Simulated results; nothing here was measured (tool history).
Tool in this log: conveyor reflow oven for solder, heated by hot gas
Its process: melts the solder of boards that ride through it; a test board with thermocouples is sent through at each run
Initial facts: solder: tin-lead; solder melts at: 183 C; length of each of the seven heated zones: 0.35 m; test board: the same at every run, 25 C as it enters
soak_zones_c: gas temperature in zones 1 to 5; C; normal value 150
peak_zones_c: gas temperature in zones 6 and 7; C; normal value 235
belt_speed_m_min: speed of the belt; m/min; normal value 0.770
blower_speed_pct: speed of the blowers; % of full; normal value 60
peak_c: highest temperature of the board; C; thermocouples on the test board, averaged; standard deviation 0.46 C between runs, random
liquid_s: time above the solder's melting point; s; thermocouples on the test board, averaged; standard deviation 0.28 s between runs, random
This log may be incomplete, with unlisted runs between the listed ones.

{"run": 1, "day": 0.0, "soak_zones_c": 150, "peak_zones_c": 235, "belt_speed_m_min": 0.77, "blower_speed_pct": 60, "peak_c": 215.0, "liquid_s": 43.3}
{"run": 2, "day": 0.408, "soak_zones_c": 137, "peak_zones_c": 235, "belt_speed_m_min": 0.77, "blower_speed_pct": 60, "peak_c": 213.0, "liquid_s": 37.7}
{"run": 3, "day": 0.683, "soak_zones_c": 150, "peak_zones_c": 235, "belt_speed_m_min": 0.77, "blower_speed_pct": 60, "peak_c": 216.0, "liquid_s": 43.0}
{"run": 4, "day": 1.162, "soak_zones_c": 150, "peak_zones_c": 235, "belt_speed_m_min": 0.77, "blower_speed_pct": 60, "peak_c": 214.5, "liquid_s": 43.0}
{"run": 5, "day": 1.396, "soak_zones_c": 150, "peak_zones_c": 235, "belt_speed_m_min": 0.865, "blower_speed_pct": 60, "peak_c": 211.5, "liquid_s": 35.3}
{"run": 6, "day": 1.758, "soak_zones_c": 150, "peak_zones_c": 235, "belt_speed_m_min": 0.865, "blower_speed_pct": 60, "peak_c": 211.3, "liquid_s": 35.4}
{"day": 1.942, "done": "belt drive overhauled, speed set with a stopwatch"}
{"day": 2.312, "done": "flux residue cleaned out of gas plates and filters"}
{"run": 7, "day": 2.338, "soak_zones_c": 150, "peak_zones_c": 235, "belt_speed_m_min": 0.865, "blower_speed_pct": 60, "peak_c": 213.5, "liquid_s": 37.2}
{"run": 8, "day": 2.633, "soak_zones_c": 155, "peak_zones_c": 231, "belt_speed_m_min": 0.711, "blower_speed_pct": 60, "peak_c": 216.9, "liquid_s": 50.4}
{"run": 9, "day": 2.988, "soak_zones_c": 142, "peak_zones_c": 233, "belt_speed_m_min": 0.752, "blower_speed_pct": 70, "peak_c": 216.2, "liquid_s": 43.1}
{"run": 10, "day": 3.271, "soak_zones_c": 156, "peak_zones_c": 236, "belt_speed_m_min": 0.693, "blower_speed_pct": 57, "peak_c": 221.1, "liquid_s": 54.1}
{"day": 3.558, "done": "belt drive overhauled, speed set with a stopwatch, once more"}
{"run": 11, "day": 3.738, "soak_zones_c": 163, "peak_zones_c": 224, "belt_speed_m_min": 0.77, "blower_speed_pct": 60, "peak_c": 210.4, "liquid_s": 44.6}
{"run": 12, "day": 4.05, "soak_zones_c": 163, "peak_zones_c": 224, "belt_speed_m_min": 0.77, "blower_speed_pct": 60, "peak_c": 209.3, "liquid_s": 44.8}
{"run": 13, "day": 4.525, "soak_zones_c": 137, "peak_zones_c": 237, "belt_speed_m_min": 0.788, "blower_speed_pct": 80, "peak_c": 219.1, "liquid_s": 40.1}

How would selected steps in peak_c from run to run divide? Give the signed amount a tool lacking its hidden state would still show from settings, what came in and random variation, and the signed amount left for the hidden state, including any gauge scatter that is not in both of the compared results.
Hidden state present: heat that the gas passes to the board, % of a clean oven's; belt's true speed, % of the reading; true gas temperature in zones 6 and 7 over the reading, C; drift of the gauge itself on peak_c, C; drift of the gauge itself on liquid_s, %.
Run 6 -> 7: belt drive overhauled, speed set with a stopwatch, flux residue cleaned out of gas plates and filters. peak_c +2.2 C: hidden state +2.3, all else -0.1.
Run 10 -> 11: soak_zones_c 156 -> 163, peak_zones_c 236 -> 224, belt_speed_m_min 0.693 -> 0.770, blower_speed_pct 57 -> 60, belt drive overhauled, speed set with a stopwatch, once more. peak_c -10.7 C: hidden state -0.2, all else -10.5.
